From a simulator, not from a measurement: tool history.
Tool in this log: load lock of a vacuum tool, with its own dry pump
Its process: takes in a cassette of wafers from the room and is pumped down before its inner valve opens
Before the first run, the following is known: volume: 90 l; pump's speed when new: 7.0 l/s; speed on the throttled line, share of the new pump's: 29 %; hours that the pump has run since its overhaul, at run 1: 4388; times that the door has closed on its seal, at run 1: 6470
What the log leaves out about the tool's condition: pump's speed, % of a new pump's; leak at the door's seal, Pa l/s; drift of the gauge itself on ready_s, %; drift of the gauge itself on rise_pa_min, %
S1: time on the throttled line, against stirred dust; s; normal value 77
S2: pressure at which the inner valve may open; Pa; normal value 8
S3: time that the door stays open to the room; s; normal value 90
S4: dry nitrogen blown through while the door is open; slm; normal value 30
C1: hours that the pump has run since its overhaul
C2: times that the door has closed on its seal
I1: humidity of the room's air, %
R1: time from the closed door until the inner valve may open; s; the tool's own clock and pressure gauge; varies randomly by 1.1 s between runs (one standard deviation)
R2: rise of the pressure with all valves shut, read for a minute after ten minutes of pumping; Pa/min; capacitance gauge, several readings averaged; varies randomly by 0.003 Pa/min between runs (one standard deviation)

run   hour  S1  S2  S3  S4    C1    C2    I1     R1     R2
  1      0  77   8  90  30  4388  6470  46.2  179.6  0.013
  2   84.4  77   8  90  30  4472  6644  44.4  177.4  0.008
  3  154.1  77   6  90  30  4542  6788  45.5  183.8  0.011
  4    203  77   8  90  30  4591  6888    45  177.9  0.007
  5  286.8  77  11  90  30  4674  7061  43.3    175  0.008
  6  368.6  77  11  90  30  4756  7230    46  172.6  0.005
  7  445.6  77  11  90  30  4833  7389  45.6  174.5  0.012
  8  535.2  77   8  90  30  4923  7573  48.5  179.4  0.016

Estimate the outcome of run 9 from the log above:
  9  588.5  152   9  90  30  4976  7683  43.6   ?   ?

Run 9 measured R1 230.7 s, R2 0.014 Pa/min.
Minus the tool's unlogged condition, the same run would have read R1 230.7 s, R2 0.014 Pa/min.

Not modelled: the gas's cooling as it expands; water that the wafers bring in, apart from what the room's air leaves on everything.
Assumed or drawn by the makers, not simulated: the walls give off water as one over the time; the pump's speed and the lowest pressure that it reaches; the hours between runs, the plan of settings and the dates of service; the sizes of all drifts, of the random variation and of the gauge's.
